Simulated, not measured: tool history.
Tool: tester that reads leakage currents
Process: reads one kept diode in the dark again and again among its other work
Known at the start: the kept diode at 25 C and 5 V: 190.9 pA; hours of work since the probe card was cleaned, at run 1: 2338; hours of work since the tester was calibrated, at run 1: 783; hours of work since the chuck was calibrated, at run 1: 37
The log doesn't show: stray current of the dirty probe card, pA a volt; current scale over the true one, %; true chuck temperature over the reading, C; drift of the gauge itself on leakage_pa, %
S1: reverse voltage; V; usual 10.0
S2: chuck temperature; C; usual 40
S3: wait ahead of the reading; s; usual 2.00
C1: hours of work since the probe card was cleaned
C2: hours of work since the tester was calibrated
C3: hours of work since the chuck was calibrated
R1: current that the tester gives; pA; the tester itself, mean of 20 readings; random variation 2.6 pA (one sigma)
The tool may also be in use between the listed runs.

run,hour,S1,S2,S3,C1,C2,C3,R1
1,0.0,10.0,40,2.00,2338,783,37,877.19
2,15.3,10.0,40,2.00,2349,794,49,883.19
3,46.6,10.0,37,2.00,2372,817,72,697.12
4,63.0,10.0,37,2.00,2385,829,84,704.01
5,100.3,10.0,37,2.00,2412,856,111,706.75
6,129.2,10.0,37,2.00,2433,878,132,710.70
7,148.0,10.0,37,2.00,2447,892,146,716.26
8,163.4,10.0,40,2.00,2458,903,158,915.77
9,188.9,10.0,40,2.00,2477,922,176,919.79
10,218.7,1.6,40,2.00,2499,943,198,492.37
11,237.7,10.0,56,2.00,2513,957,212,3100.75
12,260.9,10.0,56,2.00,2530,974,229,3118.75
13,293.2,10.0,56,2.00,2554,998,253,3140.08
14,324.8,10.0,40,2.00,2577,1021,276,948.26
15,361.7,10.0,40,2.00,2604,1049,303,959.64
16,377.8,10.0,40,2.00,2616,1060,315,961.50
17,399.5,1.0,40,2.00,2632,1076,331,436.59
18,427.2,10.2,52,3.05,2652,1097,352,2445.23
19,444.4,10.2,52,3.05,2665,1109,364,2445.81
20,469.9,2.4,25,0.65,2684,1128,383,174.56
21,503.7,2.4,27,0.94,2708,1153,408,207.21
22,540.2,12.3,27,0.75,2735,1180,435,381.43
23,575.2,7.5,25,2.00,2761,1206,460,269.74
24,597.0,7.5,25,2.00,2777,1222,476,271.54
25,632.5,7.5,25,1.37,2803,1248,502,272.94
26,663.2,13.3,44,2.03,2826,1270,525,1542.28
27,693.3,1.4,30,0.60,2848,1292,547,232.70
28,717.1,1.4,30,0.60,2865,1310,565,232.40
29,738.1,3.4,24,1.44,2881,1325,580,192.86
30,775.6,10.0,36,2.00,2908,1353,608,765.28
31,805.7,3.7,39,4.43,2930,1375,630,694.22
# hour 818.3: chuck's temperature calibrated
32,832.3,7.2,49,0.32,2949,1393,10,1590.64

The same runs without the tool's hidden state, with the same run-to-run variation:
run,R1
1,856.95
2,859.70
3,670.58
4,674.54
5,671.34
6,670.45
7,672.52
8,861.32
9,859.89
10,461.96
11,2913.60
12,2914.95
13,2915.56
14,858.24
15,861.19
16,859.61
17,392.80
18,2197.82
19,2190.01
20,150.02
21,177.39
22,313.43
23,220.59
24,220.88
25,220.12
26,1298.22
27,192.35
28,191.03
29,153.57
30,617.13
31,564.64
32,1554.26
